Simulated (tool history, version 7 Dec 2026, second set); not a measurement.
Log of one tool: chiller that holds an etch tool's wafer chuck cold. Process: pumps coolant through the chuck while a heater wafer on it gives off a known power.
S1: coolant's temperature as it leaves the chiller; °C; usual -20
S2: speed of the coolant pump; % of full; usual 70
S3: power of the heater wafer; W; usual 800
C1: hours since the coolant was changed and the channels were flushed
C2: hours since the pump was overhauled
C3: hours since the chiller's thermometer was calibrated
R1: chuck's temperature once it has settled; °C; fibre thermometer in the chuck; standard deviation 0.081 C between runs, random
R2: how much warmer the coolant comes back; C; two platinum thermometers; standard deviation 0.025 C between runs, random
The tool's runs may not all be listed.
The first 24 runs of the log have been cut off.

run 25 day=57.383 | S1=-11 S2=63 S3=866 | C1=4663 C2=4555 C3=1736 | R1=-3.28 R2=4.11
run 26 day=59.092 | S1=-20 S2=90 S3=813 | C1=4704 C2=4595 C3=1777 | R1=-14.47 R2=2.56
run 27 day=61.596 | S1=-20 S2=90 S3=1157 | C1=4765 C2=4656 C3=1837 | R1=-12.32 R2=3.70
run 28 day=63.754 | S1=-28 S2=78 S3=1157 | C1=4816 C2=4707 C3=1889 | R1=-19.38 R2=4.33
run 29 day=66.750 | S1=-28 S2=78 S3=1157 | C1=4888 C2=4779 C3=1961 | R1=-19.34 R2=4.31
run 30 day=68.379 | S1=-28 S2=70 S3=965 | C1=4927 C2=4818 C3=2000 | R1=-20.03 R2=4.11
run 31 day=69.967 | S1=-28 S2=62 S3=965 | C1=4965 C2=4856 C3=2038 | R1=-19.18 R2=4.73
run 32 day=73.329 | S1=-28 S2=62 S3=965 | C1=5046 C2=4937 C3=2118 | R1=-18.99 R2=4.66
run 33 day=76.329 | S1=-12 S2=68 S3=1145 | C1=5118 C2=5009 C3=2190 | R1=-2.28 R2=4.98

Each row is a separate what-if for the run after 33, all from the same tool condition, not one after another. Results?
run A day=79.175 | S1=-11 S2=70 S3=958 | C1=5186 C2=5077 C3=2259 | R1=? R2=?
run B day=79.175 | S1=-16 S2=66 S3=709 | C1=5186 C2=5077 C3=2259 | R1=? R2=?
run C day=79.175 | S1=-27 S2=68 S3=1016 | C1=5186 C2=5077 C3=2259 | R1=? R2=?

run=A R1=-3.03 R2=4.01
run=B R1=-9.75 R2=3.16
run=C R1=-18.32 R2=4.40
Stripped of hidden state, with their random variation kept, the same runs would have yielded:
run=A R1=-3.07 R2=4.15
run=B R1=-9.79 R2=3.31
run=C R1=-18.37 R2=4.55

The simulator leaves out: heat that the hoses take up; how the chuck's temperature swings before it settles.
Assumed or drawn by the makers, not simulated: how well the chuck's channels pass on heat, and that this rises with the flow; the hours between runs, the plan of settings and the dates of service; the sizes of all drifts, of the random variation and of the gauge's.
